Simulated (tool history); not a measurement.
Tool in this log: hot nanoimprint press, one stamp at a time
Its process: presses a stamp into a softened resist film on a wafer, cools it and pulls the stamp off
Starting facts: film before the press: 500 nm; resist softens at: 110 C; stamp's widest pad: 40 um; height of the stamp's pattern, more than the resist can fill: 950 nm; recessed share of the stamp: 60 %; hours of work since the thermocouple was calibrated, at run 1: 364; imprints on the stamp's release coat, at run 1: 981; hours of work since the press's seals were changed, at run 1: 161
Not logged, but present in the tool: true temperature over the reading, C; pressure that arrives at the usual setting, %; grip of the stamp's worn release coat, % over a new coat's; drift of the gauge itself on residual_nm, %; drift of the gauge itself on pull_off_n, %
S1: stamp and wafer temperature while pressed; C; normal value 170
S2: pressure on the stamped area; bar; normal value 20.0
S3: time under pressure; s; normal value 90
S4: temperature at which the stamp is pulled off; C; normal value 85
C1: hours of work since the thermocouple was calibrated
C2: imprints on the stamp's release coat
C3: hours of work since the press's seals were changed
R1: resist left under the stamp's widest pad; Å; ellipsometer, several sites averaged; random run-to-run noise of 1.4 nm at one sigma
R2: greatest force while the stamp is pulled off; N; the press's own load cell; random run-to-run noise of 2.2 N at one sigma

{"run": 1, "hour": 0.0, "S1": 170, "S2": 20.0, "S3": 90, "S4": 85, "C1": 364, "C2": 981, "C3": 161, "R1": 2126, "R2": 108}
{"run": 2, "hour": 7.4, "S1": 170, "S2": 20.0, "S3": 90, "S4": 85, "C1": 370, "C2": 1008, "C3": 167, "R1": 2119, "R2": 104}
{"run": 3, "hour": 16.0, "S1": 170, "S2": 20.0, "S3": 90, "S4": 85, "C1": 376, "C2": 1039, "C3": 173, "R1": 2123, "R2": 107}
{"run": 4, "hour": 27.4, "S1": 170, "S2": 20.0, "S3": 90, "S4": 85, "C1": 385, "C2": 1081, "C3": 182, "R1": 2092, "R2": 107}
{"run": 5, "hour": 37.8, "S1": 170, "S2": 20.0, "S3": 90, "S4": 85, "C1": 393, "C2": 1118, "C3": 190, "R1": 2103, "R2": 109}
{"run": 6, "hour": 44.9, "S1": 170, "S2": 20.0, "S3": 90, "S4": 85, "C1": 399, "C2": 1144, "C3": 196, "R1": 2101, "R2": 103}
{"run": 7, "hour": 50.1, "S1": 170, "S2": 20.0, "S3": 90, "S4": 85, "C1": 403, "C2": 1163, "C3": 200, "R1": 2091, "R2": 106}
{"run": 8, "hour": 56.2, "S1": 170, "S2": 20.0, "S3": 90, "S4": 85, "C1": 407, "C2": 1186, "C3": 204, "R1": 2082, "R2": 107}
{"run": 9, "hour": 67.4, "S1": 170, "S2": 20.0, "S3": 90, "S4": 85, "C1": 416, "C2": 1226, "C3": 213, "R1": 2069, "R2": 103}
{"run": 10, "hour": 72.7, "S1": 170, "S2": 20.0, "S3": 90, "S4": 85, "C1": 420, "C2": 1245, "C3": 217, "R1": 2096, "R2": 111}
{"run": 11, "hour": 77.9, "S1": 164, "S2": 20.0, "S3": 90, "S4": 85, "C1": 424, "C2": 1264, "C3": 221, "R1": 2827, "R2": 107}
{"run": 12, "hour": 88.7, "S1": 164, "S2": 20.0, "S3": 90, "S4": 85, "C1": 432, "C2": 1304, "C3": 229, "R1": 2820, "R2": 106}
{"run": 13, "hour": 94.4, "S1": 170, "S2": 20.0, "S3": 162, "S4": 85, "C1": 437, "C2": 1325, "C3": 234, "R1": 1706, "R2": 106}
{"run": 14, "hour": 104.3, "S1": 170, "S2": 29.2, "S3": 90, "S4": 85, "C1": 444, "C2": 1361, "C3": 241, "R1": 1686, "R2": 106}
{"hour": 108.1, "done": "plate thermocouple calibrated"}
{"run": 15, "hour": 113.7, "S1": 170, "S2": 20.0, "S3": 90, "S4": 85, "C1": 4, "C2": 1384, "C3": 246, "R1": 2074, "R2": 110}
{"run": 16, "hour": 123.3, "S1": 170, "S2": 20.0, "S3": 90, "S4": 85, "C1": 12, "C2": 1419, "C3": 254, "R1": 2093, "R2": 106}
{"run": 17, "hour": 134.3, "S1": 170, "S2": 20.0, "S3": 90, "S4": 76, "C1": 20, "C2": 1459, "C3": 262, "R1": 2065, "R2": 131}
{"run": 18, "hour": 141.0, "S1": 170, "S2": 20.0, "S3": 90, "S4": 76, "C1": 25, "C2": 1483, "C3": 267, "R1": 2074, "R2": 134}
{"run": 19, "hour": 149.6, "S1": 170, "S2": 20.0, "S3": 90, "S4": 76, "C1": 32, "C2": 1514, "C3": 274, "R1": 2058, "R2": 134}
{"run": 20, "hour": 155.4, "S1": 170, "S2": 21.2, "S3": 90, "S4": 76, "C1": 37, "C2": 1536, "C3": 279, "R1": 1988, "R2": 130}
{"run": 21, "hour": 165.7, "S1": 172, "S2": 27.8, "S3": 138, "S4": 85, "C1": 45, "C2": 1573, "C3": 286, "R1": 1316, "R2": 110}

Estimate the outcome of run 22 from the log above:
{"hour": 176.7, "done": "plate thermocouple calibrated, once more"}
{"run": 22, "hour": 177.1, "S1": 167, "S2": 16.5, "S3": 94, "S4": 85, "C1": 0, "C2": 1603, "C3": 293, "R1": "?", "R2": "?"}

Run 22 came out at R1 2864 Å, R2 114 N.
With the hidden condition absent and the run-to-run variation left alone, this run would have shown R1 2859 Å, R2 100 N.
